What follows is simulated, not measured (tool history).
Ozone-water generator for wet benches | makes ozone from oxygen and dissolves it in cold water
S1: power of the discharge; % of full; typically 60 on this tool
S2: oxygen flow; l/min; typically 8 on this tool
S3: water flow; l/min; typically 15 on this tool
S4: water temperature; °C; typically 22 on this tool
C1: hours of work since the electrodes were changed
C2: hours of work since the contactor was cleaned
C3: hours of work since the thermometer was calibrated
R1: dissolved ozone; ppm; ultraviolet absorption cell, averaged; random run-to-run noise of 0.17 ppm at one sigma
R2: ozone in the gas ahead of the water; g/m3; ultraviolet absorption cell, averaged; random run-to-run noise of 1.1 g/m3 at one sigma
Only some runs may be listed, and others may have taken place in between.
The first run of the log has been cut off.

Run 2, day 2.296: usual settings but S3 14 l/min; C1 1555; C2 472; C3 3508. Result: R1 24.5 ppm, R2 200.3 g/m3.
Run 3, day 4.096: usual settings but S1 44 % of full, S3 14 l/min; C1 1597; C2 514; C3 3550. Result: R1 20.3 ppm, R2 173 g/m3.
Run 4, day 5.379: usual settings but S1 44 % of full, S3 14 l/min; C1 1627; C2 544; C3 3580. Result: R1 20.7 ppm, R2 173.7 g/m3.
Run 5, day 7.45: usual settings but S2 8.81 l/min; C1 1675; C2 593; C3 3628. Result: R1 23 ppm, R2 191.2 g/m3.
Run 6, day 9.375: usual settings but S2 8.81 l/min; C1 1720; C2 637; C3 3673. Result: R1 23 ppm, R2 191.1 g/m3.
Run 7, day 12.454: usual settings but S2 8.81 l/min; C1 1792; C2 709; C3 3745. Result: R1 22.9 ppm, R2 194 g/m3.
Run 8, day 14.158: usual settings but S2 8.81 l/min; C1 1831; C2 749; C3 3785. Result: R1 22.8 ppm, R2 192.4 g/m3.
Run 9, day 16.783: usual settings but S2 8.81 l/min; C1 1892; C2 810; C3 3846. Result: R1 22.9 ppm, R2 191.9 g/m3.
At day 18.958: water thermometer calibrated.
Run 10, day 19.804: usual settings; C1 1962; C2 880; C3 20. Result: R1 23.1 ppm, R2 202.4 g/m3.
Run 11, day 21.154: usual settings; C1 1994; C2 912; C3 51. Result: R1 23.1 ppm, R2 201.5 g/m3.
Run 12, day 23.404: usual settings but S2 5.74 l/min; C1 2046; C2 964; C3 104. Result: R1 24 ppm, R2 237 g/m3.
Run 13, day 26.2: usual settings; C1 2112; C2 1029; C3 169. Result: R1 23 ppm, R2 200.6 g/m3.
Run 14, day 28.258: usual settings; C1 2160; C2 1077; C3 217. Result: R1 23.3 ppm, R2 202.2 g/m3.
Run 15, day 30.35: usual settings; C1 2208; C2 1126; C3 266. Result: R1 23.4 ppm, R2 201.9 g/m3.
Run 16, day 31.654: usual settings; C1 2239; C2 1156; C3 296. Result: R1 23.3 ppm, R2 201.5 g/m3.
Run 17, day 33.454: usual settings; C1 2281; C2 1198; C3 338. Result: R1 23.3 ppm, R2 201.9 g/m3.
Run 18, day 36.179: usual settings but S2 5.95 l/min, S3 11 l/min, S4 23 °C; C1 2344; C2 1262; C3 401. Result: R1 29.1 ppm, R2 231.5 g/m3.
Run 19, day 37.971: usual settings but S2 12.41 l/min, S3 11 l/min, S4 23 °C; C1 2386; C2 1304; C3 443. Result: R1 24.8 ppm, R2 163.4 g/m3.
Run 20, day 40.488: usual settings but S3 16 l/min, S4 16 °C; C1 2445; C2 1362; C3 502. Result: R1 24.8 ppm, R2 202.3 g/m3.
Run 21, day 43.058: usual settings but S3 16 l/min, S4 16 °C; C1 2505; C2 1422; C3 562. Result: R1 25 ppm, R2 200 g/m3.
Run 22, day 46.025: usual settings but S3 16 l/min, S4 15 °C; C1 2574; C2 1491; C3 631. Result: R1 25.6 ppm, R2 201.6 g/m3.
Run 23, day 48.962: usual settings but S3 16 l/min, S4 15 °C; C1 2642; C2 1560; C3 699. Result: R1 25.4 ppm, R2 202.2 g/m3.

Run 24 is up next; what results do you expect?
Run 24, day 50.767: usual settings but S2 5.23 l/min, S3 19 l/min; C1 2684; C2 1602; C3 742. Result: R1 ?, R2 ?.

{"run 24": {"R1": 19.7, "R2": 247.4}}
With no hidden state in the tool, this same run would have given R1 19.7 ppm, R2 247.5 g/m3.
